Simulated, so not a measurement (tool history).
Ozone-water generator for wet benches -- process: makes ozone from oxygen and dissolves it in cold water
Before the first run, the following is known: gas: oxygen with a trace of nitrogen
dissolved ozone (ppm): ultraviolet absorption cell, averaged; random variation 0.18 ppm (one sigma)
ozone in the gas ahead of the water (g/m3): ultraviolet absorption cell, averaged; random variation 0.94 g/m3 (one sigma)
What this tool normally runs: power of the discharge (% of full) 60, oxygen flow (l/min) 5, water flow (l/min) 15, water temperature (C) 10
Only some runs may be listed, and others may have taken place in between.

run	hour	power of the discharge (% of full)	oxygen flow (l/min)	water flow (l/min)	water temperature (C)	dissolved ozone (ppm)	ozone in the gas ahead of the water (g/m3)
1	0	60	5	15	10	24.9	157.6
2	60.8	60	5	15	10	25	158.3
3	131.7	60	5	15	10	24.8	158.3
4	222.4	60	5	15	10	24.6	157.7
5	286.7	60	5	15	10	24.7	155.8
6	405.5	60	5	15	10	24.8	157.9
7	502.3	60	5	15	10	24.6	157.2
8	623.4	60	5	15	15	23	157.1
9	751.2	60	5	15	15	22.5	155.9
10	849.9	59	5	15	17	21.8	153.9
11	939.2	59	5	15	17	21.9	151.8
12	1004.8	59	5	15	17	21.7	153.6
13	1069.4	41	4.43	19	5	16.2	125.6
14	1142.3	41	4.43	15	17	16.5	123.9
15	1280.9	60	6.36	19	10	20.3	134
16	1413.9	60	4.13	11	8	30.9	174.2
17	1471.2	86	3.03	15	7	33.9	280.4
18	1564.9	98	8.12	9	7	43.9	168.1

The log once held 2 entries between its listed runs, left out of this copy. Where does each go, and what is different about the tool's unlogged condition between the listed run before it and the listed run after it?
From run 12 to run 13: water thermometer calibrated (hour 1015.6)
  yield of the discharge, % of new electrodes': 98.1 -> 98; contactor's efficiency, % of a clean one's: 97.7 -> 97.6; true water temperature over the reading, C: 0.19 -> 0.26
  measured minus no-state result, dissolved ozone (ppm): -0.6 -> -0.3; ozone in the gas ahead of the water (g/m3): -2.6 -> -1.4
From run 14 to run 15: water thermometer calibrated, once more (hour 1225.8)
  yield of the discharge, % of new electrodes': 97.9 -> 97.7; contactor's efficiency, % of a clean one's: 97.6 -> 97.4; true water temperature over the reading, C: 0.26 -> 0
  measured minus no-state result, dissolved ozone (ppm): -0.4 -> -0.7; ozone in the gas ahead of the water (g/m3): -1.6 -> -2.7
